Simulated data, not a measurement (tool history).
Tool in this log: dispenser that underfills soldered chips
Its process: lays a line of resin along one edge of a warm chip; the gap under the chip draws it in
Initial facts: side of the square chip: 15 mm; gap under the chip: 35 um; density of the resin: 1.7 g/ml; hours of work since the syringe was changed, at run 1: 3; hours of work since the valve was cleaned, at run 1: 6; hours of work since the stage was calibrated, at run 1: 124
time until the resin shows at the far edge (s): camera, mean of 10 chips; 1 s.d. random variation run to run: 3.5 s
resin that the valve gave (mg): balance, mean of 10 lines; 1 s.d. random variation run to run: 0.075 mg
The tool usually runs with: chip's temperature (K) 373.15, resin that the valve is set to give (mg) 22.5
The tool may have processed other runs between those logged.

| run | hour | chip's temperature (K) | resin that the valve is set to give (mg) | hours of work since the syringe was changed | hours of work since the valve was cleaned | hours of work since the stage was calibrated | time until the resin shows at the far edge (s) | resin that the valve gave (mg) |
|---|---|---|---|---|---|---|---|---|
| 1 | 0 | 373.15 | 22.5 | 3 | 6 | 124 | 394.8 | 22.37 |
|  | 3.5 | new syringe of resin |
| 2 | 8.3 | 373.15 | 22.5 | 3 | 11 | 130 | 414.5 | 22.3 |
|  | 11.7 | new syringe of resin |
| 3 | 12.4 | 373.15 | 27.5 | 0 | 14 | 133 | 353.3 | 27.19 |
|  | 19.9 | new syringe of resin |
| 4 | 20.3 | 373.15 | 27.5 | 0 | 19 | 138 | 353.8 | 26.91 |
| 5 | 26.6 | 364.15 | 27.5 | 5 | 24 | 143 | 564 | 26.93 |
|  | 27.9 | new syringe of resin |
| 6 | 33.6 | 364.15 | 27.5 | 4 | 29 | 147 | 545.8 | 26.9 |
|  | 35.9 | new syringe of resin |
| 7 | 41.8 | 364.15 | 27.5 | 4 | 34 | 153 | 548.3 | 26.83 |
|  | 44.3 | new syringe of resin |
| 8 | 46.7 | 364.15 | 27.5 | 2 | 37 | 156 | 485.3 | 26.65 |
|  | 52.2 | new syringe of resin |
| 9 | 52.2 | 361.15 | 22.5 | 0 | 41 | 160 | 501.8 | 21.68 |
|  | 60.4 | new syringe of resin |
| 10 | 60.8 | 373.15 | 27.8 | 0 | 47 | 166 | 332.7 | 26.65 |
| 11 | 66.6 | 373.15 | 27.8 | 4 | 51 | 170 | 412.6 | 26.59 |
|  | 68.8 | new syringe of resin |
| 12 | 70.4 | 373.15 | 27.8 | 1 | 54 | 172 | 361.7 | 26.63 |
|  | 76.7 | new syringe of resin |
| 13 | 76.8 | 373.15 | 27.8 | 0 | 58 | 177 | 339.5 | 26.64 |
| 14 | 83.6 | 373.15 | 22.5 | 5 | 63 | 181 | 428.4 | 21.4 |
|  | 85 | new syringe of resin |
| 15 | 89.7 | 373.15 | 22.1 | 3 | 67 | 185 | 409.3 | 20.87 |
|  | 93.3 | new syringe of resin |
| 16 | 94.8 | 360.15 | 22.5 | 1 | 70 | 189 | 547.1 | 21.29 |
| 17 | 100.7 | 360.15 | 22.5 | 5 | 74 | 193 | 653 | 21.01 |
|  | 101.6 | new syringe of resin |
| 18 | 108.8 | 373.15 | 22.5 | 5 | 80 | 198 | 427 | 21.09 |
|  | 109.8 | new syringe of resin |
| 19 | 116.7 | 373.15 | 22.5 | 5 | 85 | 204 | 447.3 | 21.01 |
|  | 118 | new syringe of resin |
| 20 | 123.5 | 373.15 | 20.3 | 4 | 90 | 208 | 415.5 | 18.8 |
|  | 126.2 | new syringe of resin |
|  | 128.9 | dispensing valve cleaned and set on the balance |
| 21 | 130.6 | 376.15 | 26.3 | 2 | 1 | 213 | 356.3 | 26.06 |
|  | 135.4 | new syringe of resin |
| 22 | 135.4 | 367.15 | 25.7 | 0 | 4 | 216 | 405.9 | 25.52 |
| 23 | 142.1 | 376.15 | 27.9 | 5 | 9 | 220 | 385.4 | 27.66 |
|  | 143.6 | new syringe of resin |
| 24 | 146 | 382.15 | 27 | 2 | 12 | 223 | 274.4 | 26.7 |
|  | 152.1 | new syringe of resin |
| 25 | 153.5 | 374.15 | 19.9 | 1 | 17 | 228 | 357.2 | 19.53 |
|  | 160 | new syringe of resin |
| 26 | 161.5 | 367.15 | 22 | 1 | 22 | 233 | 440.6 | 21.58 |
|  | 168 | new syringe of resin |
| 27 | 168.9 | 360.15 | 23.5 | 1 | 27 | 238 | 524.4 | 23.06 |
| 28 | 173.3 | 388.15 | 23.4 | 4 | 30 | 242 | 263.8 | 22.79 |
|  | 176.1 | new syringe of resin |
| 29 | 179.5 | 366.15 | 22.5 | 2 | 34 | 246 | 474.6 | 21.79 |
|  | 184.4 | new syringe of resin |
| 30 | 187.2 | 372.15 | 26.2 | 2 | 40 | 251 | 382.2 | 25.52 |
|  | 192.3 | new syringe of resin |
| 31 | 193.9 | 372.15 | 26.2 | 1 | 44 | 255 | 367.3 | 25.18 |
|  | 200.6 | new syringe of resin |
| 32 | 200.9 | 372.15 | 26.2 | 0 | 49 | 260 | 350.1 | 25.3 |
| 33 | 206.2 | 363.15 | 26.2 | 4 | 53 | 264 | 564.9 | 25.17 |
|  | 208.9 | new syringe of resin |
| 34 | 213.5 | 363.15 | 26.2 | 3 | 58 | 269 | 537.2 | 24.85 |
|  | 217 | new syringe of resin |
| 35 | 218.3 | 388.15 | 23.4 | 1 | 61 | 272 | 229.7 | 22.17 |

4 ways to go on from here, each from the tool as it stands after run 35. What would each give?
| A | 224.3 | 373.15 | 23.4 | 5 | 65 | 276 | ? | ? |
| B | 224.3 | 368.15 | 21.4 | 5 | 65 | 276 | ? | ? |
| C | 224.3 | 366.15 | 22.9 | 5 | 65 | 276 | ? | ? |
| D | 224.3 | 382.15 | 21.2 | 5 | 65 | 276 | ? | ? |

| run | time until the resin shows at the far edge (s) | resin that the valve gave (mg) |
|---|---|---|
| A | 426.7 | 22.1 |
| B | 504.2 | 20.3 |
| C | 540.1 | 21.76 |
| D | 330.6 | 20.05 |
Had the tool no hidden state, the same runs would have come out as:
| run | time until the resin shows at the far edge (s) | resin that the valve gave (mg) |
|---|---|---|
| A | 340.1 | 23.31 |
| B | 400.9 | 21.42 |
| C | 430.4 | 22.96 |
| D | 262.5 | 21.15 |
